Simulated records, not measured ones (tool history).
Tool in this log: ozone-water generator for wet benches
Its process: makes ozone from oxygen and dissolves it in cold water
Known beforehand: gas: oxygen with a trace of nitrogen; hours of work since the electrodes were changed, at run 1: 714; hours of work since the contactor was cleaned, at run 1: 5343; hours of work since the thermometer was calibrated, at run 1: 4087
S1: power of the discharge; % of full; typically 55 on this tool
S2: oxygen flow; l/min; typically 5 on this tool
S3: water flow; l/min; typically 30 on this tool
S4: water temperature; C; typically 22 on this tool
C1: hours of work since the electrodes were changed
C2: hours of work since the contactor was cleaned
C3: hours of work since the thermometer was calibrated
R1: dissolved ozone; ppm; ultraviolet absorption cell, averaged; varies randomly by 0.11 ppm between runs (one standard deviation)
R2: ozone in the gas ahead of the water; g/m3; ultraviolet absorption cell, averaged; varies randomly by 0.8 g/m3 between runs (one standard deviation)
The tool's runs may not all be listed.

run,day,S1,S2,S3,S4,C1,C2,C3,R1,R2
1,0,55,5,30,22,714,5343,4087,8.9,124.3
2,1.792,55,5,30,22,757,5386,4129,9.1,123.8
3,2.7,55,5,30,22,779,5408,4151,8.9,123.4
4,4.225,55,5,30,22,815,5444,4188,8.9,123.4
5,5.642,55,5,30,22,849,5478,4222,9,123.4
6,6.775,55,5,30,22,876,5505,4249,8.9,123.6
7,7.7,60,5,30,22,898,5528,4271,9.9,131.8
8,8.929,60,5,30,22,928,5557,4300,9.6,132.6
9,10.021,55,5,30,22,954,5583,4326,8.9,124.2
10,11.129,55,5,30,22,981,5610,4353,8.9,124.1
11,12.642,55,5,30,22,1017,5646,4389,9,124
12,13.829,63,5,30,22,1045,5674,4417,10.2,137.1
13,15.429,55,5,32,22,1083,5713,4456,8.4,123.7
14,17.308,55,5,38,22,1128,5757,4501,6.9,122.1
15,18.725,60,5,30,22,1162,5791,4534,9.5,131.3
16,19.579,60,5,30,22,1183,5812,4555,9.5,132.2
17,21.454,55,5,23,22,1228,5857,4600,11.5,123.5
18,22.792,55,8.48,44,22,1260,5889,4632,7.1,103.4
19,23.604,55,8.48,44,22,1279,5908,4651,7.1,104
20,25.454,55,8.48,44,22,1323,5952,4696,7.1,103.1
21,27.333,90,5.92,44,29,1368,5997,4740,8.6,170.7
22,28.433,67,3.16,34,21,1394,6024,4767,7.7,169.6
23,30.317,67,3.16,34,21,1440,6069,4812,7.9,167.6
24,31.983,67,3.16,34,21,1479,6109,4852,7.6,167.9
25,33.638,67,3.16,34,21,1519,6148,4891,8.1,167.2
26,34.858,67,3.16,34,21,1548,6177,4920,7.9,167.3
27,35.796,67,3.16,21,21,1571,6200,4943,13.1,169.8
28,37.233,66,3.04,20,22,1605,6234,4977,13.2,167.4
29,38.779,66,3.04,20,22,1642,6271,5014,13.2,167.4
30,40.279,55,5.64,30,22,1678,6307,5050,9.2,118.6
31,41.429,55,5.64,30,22,1705,6335,5078,9.2,117.8
32,43.025,60,3.21,30,22,1744,6373,5116,8.1,152.6
33,44.629,60,4.8,24,18,1782,6411,5154,12.4,134.8
34,45.8,60,2.93,24,18,1810,6439,5182,10.6,158.6

What if the next run were any one of these 3? Each begins from the tool's condition after run 34:
A,47.196,88,2.93,47,18,1843,6472,5216,?,?
B,47.196,55,5,38,16,1843,6472,5216,?,?
C,47.196,55,2.52,39,14,1843,6472,5216,?,?

run,R1,R2
A,6.5,214.8
B,7.5,124.3
C,5.4,156.9
Without the tool's hidden state the same runs would have given:
run,R1,R2
A,6.5,214.9
B,7.6,124.3
C,5.4,157
